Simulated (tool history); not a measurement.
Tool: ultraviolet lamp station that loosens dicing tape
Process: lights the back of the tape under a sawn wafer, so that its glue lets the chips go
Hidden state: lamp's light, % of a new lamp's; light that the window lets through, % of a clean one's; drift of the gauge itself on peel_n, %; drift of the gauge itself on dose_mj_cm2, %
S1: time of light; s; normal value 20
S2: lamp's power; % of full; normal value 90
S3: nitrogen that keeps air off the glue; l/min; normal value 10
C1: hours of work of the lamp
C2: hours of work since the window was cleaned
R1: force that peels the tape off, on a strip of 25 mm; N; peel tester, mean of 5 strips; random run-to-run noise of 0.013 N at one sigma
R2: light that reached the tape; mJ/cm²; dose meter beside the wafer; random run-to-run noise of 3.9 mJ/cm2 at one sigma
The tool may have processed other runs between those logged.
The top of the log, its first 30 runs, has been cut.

run,hour,S1,S2,S3,C1,C2,R1,R2
31,1473.1,11,90,10,843,249,3.825,245
32,1521.4,15,82,5,873,278,4.250,292
33,1558.8,15,82,5,896,302,4.312,287
# hour 1584.7: window cleaned of glue's vapour
34,1613.3,15,82,5,929,18,3.730,334
35,1664.5,15,82,5,961,49,3.820,328
36,1695.8,11,75,5,980,69,5.621,213
37,1731.8,19,75,4,1002,91,3.777,362
38,1772.9,19,75,4,1028,116,4.002,355
39,1807.9,13,90,5,1049,138,4.611,283
40,1863.3,13,90,5,1084,172,4.573,274
41,1897.8,22,90,13,1105,193,1.181,451
42,1931.1,24,62,3,1126,214,4.635,333
43,1963.1,24,62,3,1145,234,4.714,328

Alternative continuations, all from the tool just after run 43; predict every row:
A,2030.2,24,90,5,1187,275,?,?
B,2030.2,20,90,3,1187,275,?,?
C,2030.2,20,90,7,1187,275,?,?
D,2030.2,26,69,6,1187,275,?,?

run,R1,R2
A,2.368,461
B,4.067,379
C,2.578,378
D,2.777,380
What these runs would have given with no unlogged condition in the tool:
run,R1,R2
A,0.769,801
B,1.883,660
C,0.872,657
D,0.999,661

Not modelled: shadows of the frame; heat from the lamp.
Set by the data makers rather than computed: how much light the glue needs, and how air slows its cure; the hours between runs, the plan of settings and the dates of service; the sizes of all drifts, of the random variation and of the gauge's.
